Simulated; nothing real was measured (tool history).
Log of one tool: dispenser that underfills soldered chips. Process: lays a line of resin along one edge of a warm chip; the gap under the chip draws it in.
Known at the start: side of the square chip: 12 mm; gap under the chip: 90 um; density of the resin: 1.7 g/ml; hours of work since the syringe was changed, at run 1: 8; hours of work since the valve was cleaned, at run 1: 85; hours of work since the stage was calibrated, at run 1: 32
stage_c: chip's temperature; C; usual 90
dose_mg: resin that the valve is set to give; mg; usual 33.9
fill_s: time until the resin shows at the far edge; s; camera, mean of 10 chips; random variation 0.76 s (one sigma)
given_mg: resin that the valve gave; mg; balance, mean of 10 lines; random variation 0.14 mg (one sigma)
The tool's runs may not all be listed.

run   hour  stage_c  dose_mg  hours of work since the syringe was changed  hours of work since the valve was cleaned  hours of work since the stage was calibrated  fill_s  given_mg
  1    0.0       90     33.9                                            8                                         85                                            32    95.5     31.36
       2.4  -- new syringe of resin
  2    6.5       90     33.9                                            3                                         90                                            36    75.4     31.57
  3   15.1       90     33.9                                            9                                         96                                            42    93.1     31.18
      16.6  -- new syringe of resin
  4   24.9       90     33.9                                            6                                        102                                            49    85.5     31.01
      30.6  -- new syringe of resin
  5   33.6       90     33.9                                            2                                        108                                            55    75.7     30.74
      44.2  -- new syringe of resin
  6   45.3      102     33.9                                            1                                        116                                            63    45.1     30.35
  7   54.1      102     33.9                                            7                                        123                                            69    55.1     30.21
      58.1  -- new syringe of resin
  8   65.4      102     33.9                                            5                                        130                                            77    53.0     30.22
      71.9  -- new syringe of resin
  9   75.0      102     33.9                                            2                                        137                                            83    47.6     30.07
      80.4  -- dispensing valve cleaned and set on the balance
      87.5  -- new syringe of resin
 10   89.4       90     35.5                                            1                                          6                                            93    72.1     35.21
     101.5  -- new syringe of resin
 11  102.7       90     38.0                                            1                                         15                                           102    68.6     37.35
 12  114.0       90     38.0                                            9                                         23                                           110    90.1     37.14
     115.8  -- new syringe of resin
 13  124.1       90     38.0                                            6                                         30                                           117    82.8     36.81
     129.5  -- new syringe of resin
 14  136.4      102     33.9                                            5                                         39                                           125    50.1     32.56
     143.1  -- new syringe of resin
 15  143.1       90     43.4                                            0                                         43                                           130    65.7     41.68
 16  149.9       76     29.0                                            5                                         48                                           135   146.5     27.75
     157.6  -- new syringe of resin
 17  163.9       76     29.0                                            4                                         58                                           144   149.2     27.47
     171.5  -- new syringe of resin
 18  175.1      101     32.3                                            3                                         66                                           152    48.7     30.30
     185.1  -- new syringe of resin
 19  190.1       82     36.2                                            3                                         76                                           162   104.3     33.73
 20  197.2       77     29.9                                            9                                         81                                           167   159.3     27.79
     198.7  -- new syringe of resin
 21  204.2       77     29.9                                            4                                         86                                           172   133.5     27.80
     212.7  -- new syringe of resin
 22  217.3       78     32.4                                            3                                         95                                           181   120.5     29.61
 23  224.8      100     38.4                                            9                                        100                                           187    58.9     35.18
     226.3  -- new syringe of resin
 24  233.6      100     40.5                                            5                                        106                                           193    52.5     36.99

5 ways to go on from here, each from the tool as it stands after run 24. What would each give?
     239.9  -- new syringe of resin
  A  245.9       99     33.5                                            4                                        114                                           201       ?         ?
     239.9  -- new syringe of resin
  B  245.9      103     30.3                                            4                                        114                                           201       ?         ?
     239.9  -- new syringe of resin
  C  245.9      100     32.2                                            4                                        114                                           201       ?         ?
     239.9  -- new syringe of resin
  D  245.9       90     35.3                                            4                                        114                                           201       ?         ?
     239.9  -- new syringe of resin
  E  245.9       85     39.7                                            4                                        114                                           201       ?         ?

run  fill_s  given_mg
  A    55.1     30.07
  B    48.8     27.30
  C    52.3     28.88
  D    77.7     31.79
  E    93.1     35.70
Without the tool's hidden state the same runs would have given:
run  fill_s  given_mg
  A    49.0     33.39
  B    42.9     30.32
  C    46.3     32.07
  D    69.7     35.30
  E    84.2     39.63
